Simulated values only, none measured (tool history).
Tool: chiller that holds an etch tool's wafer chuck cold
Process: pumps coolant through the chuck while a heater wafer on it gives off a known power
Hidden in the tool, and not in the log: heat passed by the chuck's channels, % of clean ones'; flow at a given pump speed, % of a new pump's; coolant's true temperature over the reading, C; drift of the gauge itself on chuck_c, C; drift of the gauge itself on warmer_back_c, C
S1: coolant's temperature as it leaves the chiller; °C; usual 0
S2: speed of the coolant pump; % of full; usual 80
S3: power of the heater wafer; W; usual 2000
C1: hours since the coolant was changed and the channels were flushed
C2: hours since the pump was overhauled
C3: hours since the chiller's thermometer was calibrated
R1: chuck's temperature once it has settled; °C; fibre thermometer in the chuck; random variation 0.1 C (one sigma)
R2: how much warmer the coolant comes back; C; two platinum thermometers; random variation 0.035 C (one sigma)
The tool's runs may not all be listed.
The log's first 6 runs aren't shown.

run 7 hour=229.2 | S1=0 S2=63 S3=2000 | C1=2519 C2=364 C3=1224 | R1=19.2 R2=7.56
run 8 hour=258 | S1=0 S2=63 S3=2000 | C1=2548 C2=392 C3=1253 | R1=19.3 R2=7.53
run 9 hour=293.2 | S1=0 S2=63 S3=2000 | C1=2583 C2=428 C3=1288 | R1=19.3 R2=7.59
run 10 hour=328.1 | S1=0 S2=63 S3=2000 | C1=2618 C2=463 C3=1323 | R1=19.4 R2=7.61
run 11 hour=360 | S1=0 S2=80 S3=1597 | C1=2650 C2=494 C3=1355 | R1=12.9 R2=4.74
run 12 hour=394.7 | S1=0 S2=80 S3=1895 | C1=2685 C2=529 C3=1390 | R1=15.3 R2=5.7
run 13 hour=439.2 | S1=0 S2=80 S3=1895 | C1=2729 C2=574 C3=1434 | R1=15.3 R2=5.66
run 14 hour=479.4 | S1=0 S2=80 S3=2000 | C1=2770 C2=614 C3=1475 | R1=16.3 R2=5.98
run 15 hour=507.6 | S1=0 S2=80 S3=2000 | C1=2798 C2=642 C3=1503 | R1=16.5 R2=6.03

Forecast run 16:
run 16 hour=545.6 | S1=3 S2=80 S3=2000 | C1=2836 C2=680 C3=1541 | R1=? R2=?

{"run 16": {"R1": 19.4, "R2": 5.94}}
Without the tool's hidden state the same run would have given R1 17.6 °C, R2 5.9 C.
